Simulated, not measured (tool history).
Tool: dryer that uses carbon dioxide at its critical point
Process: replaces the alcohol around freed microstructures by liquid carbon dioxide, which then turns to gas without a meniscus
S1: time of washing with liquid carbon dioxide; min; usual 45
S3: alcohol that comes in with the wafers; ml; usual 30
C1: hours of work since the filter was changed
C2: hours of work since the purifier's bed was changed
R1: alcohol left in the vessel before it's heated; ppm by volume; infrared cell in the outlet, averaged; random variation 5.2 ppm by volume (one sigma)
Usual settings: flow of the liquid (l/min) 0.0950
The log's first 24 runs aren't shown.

Run 25, hour 639.2: usual settings but S1 57 min, flow of the liquid (l/min) 0.0640, S3 52 ml; C1 233; C2 463. Result: R1 580 ppm by volume.
Run 26, hour 654.6: usual settings but S1 59 min, flow of the liquid (l/min) 0.0615, S3 89 ml; C1 242; C2 472. Result: R1 950 ppm by volume.
Run 27, hour 681.9: usual settings but S1 33 min, flow of the liquid (l/min) 0.0914, S3 24 ml; C1 258; C2 489. Result: R1 733 ppm by volume.
Run 28, hour 698.2: usual settings but S1 49 min, flow of the liquid (l/min) 0.0696, S3 56 ml; C1 268; C2 498. Result: R1 878 ppm by volume.
Run 29, hour 729.8: usual settings but S1 69 min, flow of the liquid (l/min) 0.0641, S3 108 ml; C1 287; C2 517. Result: R1 423 ppm by volume.
Run 30, hour 754.7: usual settings but S1 48 min, flow of the liquid (l/min) 0.0853, S3 60 ml; C1 302; C2 532. Result: R1 440 ppm by volume.
Run 31, hour 783.1: usual settings but S1 48 min, flow of the liquid (l/min) 0.0853, S3 60 ml; C1 318; C2 549. Result: R1 446 ppm by volume.
Run 32, hour 801.6: usual settings but S1 50 min, flow of the liquid (l/min) 0.1019, S3 57 ml; C1 329; C2 560. Result: R1 183 ppm by volume.
Run 33, hour 839.2: usual settings but S1 30 min, flow of the liquid (l/min) 0.0920, S3 45 ml; C1 352; C2 582. Result: R1 1948 ppm by volume.
Run 34, hour 860.0: usual settings but S1 33 min, flow of the liquid (l/min) 0.0920, S3 32 ml; C1 364; C2 594. Result: R1 999 ppm by volume.
Run 35, hour 886.5: usual settings but S1 69 min, flow of the liquid (l/min) 0.1090, S3 47 ml; C1 380; C2 610. Result: R1 116 ppm by volume.
Run 36, hour 909.6: usual settings but S1 69 min, flow of the liquid (l/min) 0.1015, S3 47 ml; C1 393; C2 624. Result: R1 123 ppm by volume.
At hour 936.1: inlet filter changed.
Run 37, hour 943.3: usual settings but S1 69 min, flow of the liquid (l/min) 0.1015, S3 47 ml; C1 4; C2 643. Result: R1 108 ppm by volume.
Run 38, hour 970.2: usual settings but S1 52 min, flow of the liquid (l/min) 0.1608, S3 26 ml; C1 20; C2 659. Result: R1 119 ppm by volume.
Run 39, hour 986.1: usual settings but flow of the liquid (l/min) 0.1072, S3 24 ml; C1 30; C2 668. Result: R1 152 ppm by volume.
Run 40, hour 1009.2: usual settings but S1 33 min; C1 43; C2 682. Result: R1 695 ppm by volume.
Run 41, hour 1028.0: usual settings but S1 44 min, flow of the liquid (l/min) 0.1357, S3 34 ml; C1 55; C2 693. Result: R1 133 ppm by volume.
Run 42, hour 1051.3: usual settings but S1 44 min, flow of the liquid (l/min) 0.1357, S3 34 ml; C1 68; C2 707. Result: R1 130 ppm by volume.
Run 43, hour 1072.4: usual settings but S1 41 min, S3 68 ml; C1 81; C2 720. Result: R1 555 ppm by volume.
Run 44, hour 1094.4: usual settings but S1 62 min, flow of the liquid (l/min) 0.0602; C1 94; C2 733. Result: R1 340 ppm by volume.
Run 45, hour 1120.7: usual settings but S1 62 min, flow of the liquid (l/min) 0.0602; C1 109; C2 748. Result: R1 349 ppm by volume.

4 ways to go on from here, each from the tool as it stands after run 45. What would each give?
Run A, hour 1141.8: usual settings but S1 28 min, flow of the liquid (l/min) 0.1165; C1 122; C2 761. Result: R1 ?.
Run B, hour 1141.8: usual settings but flow of the liquid (l/min) 0.0851; C1 122; C2 761. Result: R1 ?.
Run C, hour 1141.8: usual settings but S1 36 min, flow of the liquid (l/min) 0.0762; C1 122; C2 761. Result: R1 ?.
Run D, hour 1141.8: usual settings but flow of the liquid (l/min) 0.1030, S3 77 ml; C1 122; C2 761. Result: R1 ?.

run    R1
  A   646
  B   327
  C  1172
  D   293
Without the tool's hidden state the same runs would have given:
run   R1
  A  463
  B  177
  C  941
  D  147

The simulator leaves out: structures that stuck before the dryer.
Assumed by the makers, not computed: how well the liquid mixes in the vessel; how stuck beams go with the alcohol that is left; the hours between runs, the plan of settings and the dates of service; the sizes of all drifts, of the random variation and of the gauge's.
